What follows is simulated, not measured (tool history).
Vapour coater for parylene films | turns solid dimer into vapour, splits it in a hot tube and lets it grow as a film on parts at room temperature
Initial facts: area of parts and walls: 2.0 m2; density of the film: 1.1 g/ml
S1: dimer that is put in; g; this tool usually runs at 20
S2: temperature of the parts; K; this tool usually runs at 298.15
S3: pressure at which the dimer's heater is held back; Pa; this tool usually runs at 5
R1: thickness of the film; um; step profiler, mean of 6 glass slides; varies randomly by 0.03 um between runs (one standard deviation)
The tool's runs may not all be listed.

Run 1, hour 0: usual settings. Result: R1 6.36 um.
Run 2, hour 34.3: usual settings but S2 295.15 K. Result: R1 6.84 um.
Run 3, hour 67.7: usual settings. Result: R1 6.36 um.
Run 4, hour 102.8: usual settings. Result: R1 6.36 um.
Run 5, hour 138.3: usual settings. Result: R1 6.28 um.
Run 6, hour 163.7: usual settings. Result: R1 6.28 um.
Run 7, hour 181.3: usual settings. Result: R1 6.28 um.
Run 8, hour 199.1: usual settings. Result: R1 6.19 um.
Run 9, hour 225.7: usual settings. Result: R1 6.22 um.
At hour 231.3: trap's valve overhauled.
Run 10, hour 260.2: usual settings but S3 4.61 Pa. Result: R1 5.76 um.
Run 11, hour 285.7: usual settings but S3 10.51 Pa. Result: R1 5.2 um.
At hour 306.5: trap's valve overhauled, once more.
Run 12, hour 316.5: usual settings. Result: R1 6.93 um.
Run 13, hour 346.5: usual settings but S2 295.15 K. Result: R1 7.37 um.
Run 14, hour 383.3: usual settings but S3 10.08 Pa. Result: R1 6.27 um.
Run 15, hour 402.8: usual settings but S3 10.08 Pa. Result: R1 6.24 um.
Run 16, hour 439.2: usual settings but S3 10.08 Pa. Result: R1 6.26 um.
Run 17, hour 472: usual settings but S3 10.08 Pa. Result: R1 6.18 um.
Run 18, hour 491.4: usual settings but S3 10.08 Pa. Result: R1 6.2 um.
Run 19, hour 529.7: usual settings but S3 3.95 Pa. Result: R1 6.97 um.
Run 20, hour 545.8: usual settings but S3 3.95 Pa. Result: R1 6.93 um.
Run 21, hour 568.7: usual settings but S3 9.5 Pa. Result: R1 6.2 um.
Run 22, hour 584.5: usual settings but S3 9.5 Pa. Result: R1 6.17 um.
Run 23, hour 613.8: usual settings but S1 28 g, S2 299.15 K, S3 4.07 Pa. Result: R1 9.33 um.
Run 24, hour 634.5: usual settings but S1 28 g, S2 305.15 K, S3 4.07 Pa. Result: R1 8.24 um.
Run 25, hour 668.9: usual settings but S1 13 g, S2 305.15 K, S3 4.21 Pa. Result: R1 3.83 um.
Run 26, hour 694.6: usual settings but S1 13 g, S2 305.15 K, S3 4.21 Pa. Result: R1 3.79 um.
Run 27, hour 725.3: usual settings but S1 13 g, S2 305.15 K, S3 4.21 Pa. Result: R1 3.77 um.
Run 28, hour 750.1: usual settings but S2 299.15 K, S3 3.83 Pa. Result: R1 6.64 um.
Run 29, hour 767.3: usual settings but S2 299.15 K, S3 3.83 Pa. Result: R1 6.59 um.
Run 30, hour 797.9: usual settings but S2 299.15 K, S3 3.83 Pa. Result: R1 6.57 um.
Run 31, hour 824.4: usual settings but S1 18 g, S2 295.15 K, S3 9.87 Pa. Result: R1 5.74 um.
Run 32, hour 860.6: usual settings but S1 15 g, S2 308.15 K, S3 5.47 Pa. Result: R1 3.86 um.
Run 33, hour 877: usual settings but S1 8 g, S2 299.15 K, S3 7.31 Pa. Result: R1 2.4 um.
Run 34, hour 898.2: usual settings but S1 8 g, S2 299.15 K, S3 7.31 Pa. Result: R1 2.4 um.
Run 35, hour 923.5: usual settings but S1 15 g, S2 290.15 K, S3 9.58 Pa. Result: R1 5.35 um.
Run 36, hour 954.2: usual settings but S2 291.15 K. Result: R1 7.55 um.
Run 37, hour 982.7: usual settings but S1 17 g, S2 291.15 K, S3 10.58 Pa. Result: R1 5.81 um.
Run 38, hour 1015.5: usual settings but S1 12 g, S3 5.29 Pa. Result: R1 3.85 um.
Run 39, hour 1041: usual settings but S1 27 g, S2 291.15 K, S3 6 Pa. Result: R1 9.71 um.
Run 40, hour 1079.6: usual settings but S1 27 g, S2 291.15 K, S3 6 Pa. Result: R1 9.75 um.
Run 41, hour 1104.7: usual settings but S1 33 g, S3 2.71 Pa. Result: R1 11.24 um.

5 options for the next run, each taken on its own from the tool as it stands now. Forecast them:
Run A, hour 1139.4: usual settings but S1 33 g, S2 290.15 K, S3 5.42 Pa. Result: R1 ?.
Run B, hour 1139.4: usual settings but S1 24 g, S3 3.95 Pa. Result: R1 ?.
Run C, hour 1139.4: usual settings but S1 15 g, S3 7.5 Pa. Result: R1 ?.
Run D, hour 1139.4: usual settings but S1 14 g, S2 306.15 K, S3 2.14 Pa. Result: R1 ?.
Run E, hour 1139.4: usual settings but S1 10 g. Result: R1 ?.

run     R1
  A  12.26
  B   7.82
  C   4.49
  D   4.13
  E   3.16
The same runs, with their run-to-run variation unchanged, on a tool lacking any hidden condition would have given:
run     R1
  A  13.34
  B   8.51
  C   4.88
  D    4.5
  E   3.44
